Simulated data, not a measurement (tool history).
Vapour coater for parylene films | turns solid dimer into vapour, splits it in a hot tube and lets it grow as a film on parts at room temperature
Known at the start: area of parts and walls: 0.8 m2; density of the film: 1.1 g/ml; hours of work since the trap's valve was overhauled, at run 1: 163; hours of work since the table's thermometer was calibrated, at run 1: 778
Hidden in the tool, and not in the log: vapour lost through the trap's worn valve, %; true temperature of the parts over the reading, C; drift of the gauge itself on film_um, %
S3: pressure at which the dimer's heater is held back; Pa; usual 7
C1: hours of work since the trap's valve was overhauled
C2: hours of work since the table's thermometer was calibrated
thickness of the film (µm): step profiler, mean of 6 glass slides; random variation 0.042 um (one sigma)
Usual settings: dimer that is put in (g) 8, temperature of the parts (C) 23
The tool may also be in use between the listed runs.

run 1 hour=0 | dimer_that_is_put_in_(g)=8 temperature_of_the_parts_(C)=23 S3=7 | C1=163 C2=778 | thickness_of_the_film_(µm)=6.66
run 2 hour=44.8 | dimer_that_is_put_in_(g)=8 temperature_of_the_parts_(C)=23 S3=7 | C1=189 C2=804 | thickness_of_the_film_(µm)=6.72
run 3 hour=87.1 | dimer_that_is_put_in_(g)=8 temperature_of_the_parts_(C)=23 S3=7 | C1=213 C2=828 | thickness_of_the_film_(µm)=6.62
run 4 hour=122.4 | dimer_that_is_put_in_(g)=9 temperature_of_the_parts_(C)=23 S3=7 | C1=233 C2=848 | thickness_of_the_film_(µm)=7.53
run 5 hour=168.6 | dimer_that_is_put_in_(g)=9 temperature_of_the_parts_(C)=23 S3=7 | C1=259 C2=874 | thickness_of_the_film_(µm)=7.51
run 6 hour=195.2 | dimer_that_is_put_in_(g)=9 temperature_of_the_parts_(C)=23 S3=7 | C1=274 C2=890 | thickness_of_the_film_(µm)=7.53
run 7 hour=237.1 | dimer_that_is_put_in_(g)=8 temperature_of_the_parts_(C)=23 S3=2.03 | C1=298 C2=913 | thickness_of_the_film_(µm)=8.83
run 8 hour=269.2 | dimer_that_is_put_in_(g)=8 temperature_of_the_parts_(C)=23 S3=2.03 | C1=317 C2=932 | thickness_of_the_film_(µm)=8.87
run 9 hour=307 | dimer_that_is_put_in_(g)=8 temperature_of_the_parts_(C)=23 S3=2.03 | C1=338 C2=953 | thickness_of_the_film_(µm)=8.83
run 10 hour=336.4 | dimer_that_is_put_in_(g)=8 temperature_of_the_parts_(C)=23 S3=2.03 | C1=355 C2=970 | thickness_of_the_film_(µm)=8.81
run 11 hour=380.6 | dimer_that_is_put_in_(g)=8 temperature_of_the_parts_(C)=23 S3=2.03 | C1=380 C2=995 | thickness_of_the_film_(µm)=8.77
run 12 hour=410.1 | dimer_that_is_put_in_(g)=8 temperature_of_the_parts_(C)=23 S3=2.73 | C1=397 C2=1012 | thickness_of_the_film_(µm)=8.14
run 13 hour=455.4 | dimer_that_is_put_in_(g)=8 temperature_of_the_parts_(C)=23 S3=7 | C1=423 C2=1038 | thickness_of_the_film_(µm)=6.66
run 14 hour=507.5 | dimer_that_is_put_in_(g)=8 temperature_of_the_parts_(C)=23 S3=7 | C1=453 C2=1068 | thickness_of_the_film_(µm)=6.65
run 15 hour=536.9 | dimer_that_is_put_in_(g)=11 temperature_of_the_parts_(C)=32 S3=10.57 | C1=469 C2=1085 | thickness_of_the_film_(µm)=6.03
run 16 hour=566.9 | dimer_that_is_put_in_(g)=7 temperature_of_the_parts_(C)=25 S3=6.97 | C1=487 C2=1102 | thickness_of_the_film_(µm)=5.49
run 17 hour=618.1 | dimer_that_is_put_in_(g)=8 temperature_of_the_parts_(C)=32 S3=2.49 | C1=516 C2=1131 | thickness_of_the_film_(µm)=6.05

Run 18 comes next. What will it give?
run 18 hour=656 | dimer_that_is_put_in_(g)=8 temperature_of_the_parts_(C)=33 S3=2.49 | C1=537 C2=1153 | thickness_of_the_film_(µm)=?

{"run 18": {"thickness of the film (µm)": 5.83}}
Without the tool's hidden state the same run would have given thickness of the film (µm) 5.85.
